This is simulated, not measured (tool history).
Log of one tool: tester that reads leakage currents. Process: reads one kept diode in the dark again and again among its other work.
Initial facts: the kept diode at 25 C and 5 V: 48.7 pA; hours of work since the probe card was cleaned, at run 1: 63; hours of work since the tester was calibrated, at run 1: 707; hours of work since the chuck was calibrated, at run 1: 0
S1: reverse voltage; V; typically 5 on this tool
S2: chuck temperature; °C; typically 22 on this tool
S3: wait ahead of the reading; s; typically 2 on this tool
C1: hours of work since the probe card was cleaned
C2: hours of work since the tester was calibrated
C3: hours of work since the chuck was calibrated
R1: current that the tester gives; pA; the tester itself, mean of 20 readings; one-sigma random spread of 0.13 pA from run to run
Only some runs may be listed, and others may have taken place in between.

run    hour     S1  S2    S3    C1    C2   C3      R1
  1       0      5  22     2    63   707    0   38.39
  2    74.3      5  22     2   109   752   46   38.18
  3   157.8      5  22     2   160   803   97   38.37
  4   202.7      5  22     2   188   831  124   38.72
  5   265.1      5  22     2   226   869  162   38.34
  6   346.3      5  22     2   276   919  212   38.11
  7   400.4      5  24     2   309   952  245   45.52
  8   453.4      5  24     2   341   984  278   45.51
  9   539.9      5  52     2   394  1037  331   415.9
 10   592.7      5  52     2   427  1070  363  417.34
 11   661.3      5  52     2   469  1112  405  417.64
 12   707.6      5  22  0.45   497  1140  434   41.28
 13   764.4      5  22  1.27   532  1175  468   38.84
 14   819.5   4.15  22     2   566  1209  502   35.13
 15   868.7   4.15  22     2   596  1239  532   35.22
 16   912.3   4.15  22     2   623  1266  559   35.14
 17   993.7      5  22  1.22   672  1316  609   38.93
 18  1050.9      5  22  0.35   707  1351  644    42.4
 19  1137.5      5  22     2   761  1404  697   38.42
 20  1215.9      5  22     2   809  1452  745   38.16
 21  1277.8      5  54  7.83   847  1490  783  481.38
     1316.1  -- chuck's temperature calibrated
 22  1348.4   1.19  22  7.83   889  1532   20    19.5
 23  1406.6   5.12  21  0.66   924  1567   55   37.45
 24  1473.9   2.84  39  0.65   965  1609   97  120.95
 25  1519.1      5  35   2.2   993  1636  124  113.66
 26  1598.6   1.52  28   0.6  1042  1685  173   37.26
 27  1647.2   10.5  48  0.46  1072  1715  203  441.14
 28  1708.7   10.5  48  0.61  1109  1753  241  441.27
 29  1785.1      5  40  8.44  1156  1799  287  168.83
 30  1822.2      5  40  8.44  1179  1822  310  168.57
 31  1890.5   4.25  22  1.94  1221  1864  352   35.61
 32  1957.9   1.92  42  0.63  1262  1905  393  128.42
 33  2013.9   3.06  42  0.75  1296  1940  428  158.97
 34  2075.5      5  30     2  1334  1977  465   75.44
 35  2110.9      5  30     2  1356  1999  487   75.18
 36  2162.3      5  30     2  1387  2031  519   75.08
 37  2199.9  15.07  53  0.79  1410  2054  542  747.29
 38    2285      5  35  2.38  1463  2106  594   113.2
 39  2337.3      5  35   1.7  1495  2138  626  113.83

Each row is a separate what-if for the run after 39, all from the same tool condition, not one after another. Results?
  A  2378   7.7  22  0.57  1520  2163  651   ?
  B  2378     5  22  0.55  1520  2163  651   ?
  C  2378     5  33     2  1520  2163  651   ?
  D  2378  3.32  22     2  1520  2163  651   ?

run     R1
  A  50.33
  B  40.57
  C  96.44
  D  31.71
Had the tool no hidden state, the same runs would have come out as:
run     R1
  A  50.29
  B  40.54
  C  96.39
  D  31.69
